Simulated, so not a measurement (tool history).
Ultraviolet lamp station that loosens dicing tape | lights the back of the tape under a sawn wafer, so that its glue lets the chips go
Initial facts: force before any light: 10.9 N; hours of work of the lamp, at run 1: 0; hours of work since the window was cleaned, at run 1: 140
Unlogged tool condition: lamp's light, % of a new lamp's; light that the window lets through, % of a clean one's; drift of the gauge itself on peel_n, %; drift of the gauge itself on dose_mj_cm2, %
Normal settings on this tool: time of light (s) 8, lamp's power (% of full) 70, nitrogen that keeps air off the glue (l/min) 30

run    hour  time of light (s)  lamp's power (% of full)  nitrogen that keeps air off the glue (l/min)  hours of work of the lamp  hours of work since the window was cleaned  force that peels the tape off (N)  light that reached the tape (mJ/cm2)
  1       0                  8                        70                                            30                          0                                         140                              0.408                                   316
  2    49.3                 15                        70                                            30                         30                                         170                              0.172                                   585
  3   109.2                  8                        70                                             9                         67                                         207                              1.041                                   315
  4   145.5                  8                        70                                             9                         90                                         230                              1.062                                   314
  5   214.8                  8                        70                                             9                        132                                         272                               1.03                                   314
  6   265.1                  8                        70                                            30                        163                                         303                               0.39                                   318
  7   346.8                  8                        71                                            30                        214                                         354                              0.399                                   314
      401.1  -- window cleaned of glue's vapour
  8   406.7                  8                        66                                            30                        250                                           3                              0.468                                   294
  9   463.9                  8                        66                                            30                        285                                          39                              0.479                                   296
 10   521.8                  5                        70                                            30                        321                                          74                              1.212                                   194
 11     561                  5                        70                                            30                        345                                          98                              1.212                                   193
 12   605.3                  5                        70                                            30                        372                                         126                              1.157                                   195
 13   677.9                  8                        70                                            30                        417                                         170                              0.406                                   315
 14   750.4                  8                        70                                            30                        462                                         215                              0.423                                   313
 15   822.3                  8                        70                                            30                        506                                         259                              0.415                                   313
 16     869                  8                        70                                            30                        535                                         288                              0.409                                   308
 17   912.4                  8                        70                                            30                        561                                         315                              0.412                                   315
 18   991.1                  8                        70                                            30                        610                                         363                              0.406                                   312
     1019.6  -- lamp changed
     1034.2  -- window cleaned of glue's vapour
 19  1064.7                  8                        70                                            15                         27                                          19                              0.684                                   315
 20  1117.7                  8                        70                                            15                         60                                          51                              0.688                                   312
 21  1185.4                  8                        70                                            15                        102                                          93                              0.691                                   311
 22  1250.8                  8                        70                                            15                        142                                         133                              0.728                                   313
 23    1307                  8                        76                                            30                        177                                         168                              0.336                                   345
 24  1346.9                 11                        68                                            39                        201                                         193                              0.214                                   423
 25  1398.4                  6                        68                                            12                        233                                         224                              1.586                                   230
 26  1444.8                 12                        65                                            21                        262                                         253                              0.257                                   436
 27  1492.1                  5                        63                                            21                        291                                         282                              1.775                                   173
 28  1543.1                  8                        61                                            30                        322                                         313                              0.572                                   272
 29  1624.4                  8                        61                                            30                        372                                         363                              0.572                                   273
       1663  -- window cleaned of glue's vapour
 30  1708.1                  7                        64                                            13                        423                                          28                              1.276                                   252
 31    1775                  7                        64                                            13                        465                                          69                              1.262                                   247
 32  1834.9                  8                        76                                            21                        501                                         106                              0.432                                   343
 33  1891.5                  8                        79                                            19                        536                                         141                              0.456                                   351
 34  1968.3                  8                        78                                            48                        583                                         188                              0.245                                   352
     2039.6  -- lamp changed
 35  2048.5                  8                        85                                            39                          5                                         237                              0.235                                   380
 36  2125.2                  7                        85                                            39                         53                                         284                              0.317                                   331
 37  2204.5                  5                        70                                            33                        101                                         333                              1.121                                   198
 38  2257.2                  5                        73                                            44                        134                                         365                              0.826                                   208
     2299.7  -- window cleaned of glue's vapour
 39    2317                  5                        97                                            44                        170                                          11                              0.445                                   274
 40  2356.8                  8                        93                                            20                        195                                          35                              0.299                                   416
 41  2410.9                  8                        93                                            20                        228                                          68                              0.293                                   417
 42  2453.3                  8                        65                                            17                        254                                          95                              0.753                                   294
 43  2507.8                 10                        87                                            45                        288                                         128                              0.178                                   480

4 ways to go on from here, each from the tool as it stands after run 43. What would each give?
  A  2573.2                  4                        87                                            45                        328                                         168                                  ?                                     ?
  B  2573.2                 14                        66                                            12                        328                                         168                                  ?                                     ?
  C  2573.2                 10                        85                                            42                        328                                         168                                  ?                                     ?
  D  2573.2                 11                        82                                            45                        328                                         168                                  ?                                     ?

run  force that peels the tape off (N)  light that reached the tape (mJ/cm2)
  A                              0.942                                   195
  B                              0.277                                   514
  C                              0.188                                   473
  D                              0.174                                   503
Had the tool no hidden state, the same runs would have come out as:
run  force that peels the tape off (N)  light that reached the tape (mJ/cm2)
  A                              0.939                                   195
  B                              0.276                                   515
  C                              0.188                                   474
  D                              0.174                                   504

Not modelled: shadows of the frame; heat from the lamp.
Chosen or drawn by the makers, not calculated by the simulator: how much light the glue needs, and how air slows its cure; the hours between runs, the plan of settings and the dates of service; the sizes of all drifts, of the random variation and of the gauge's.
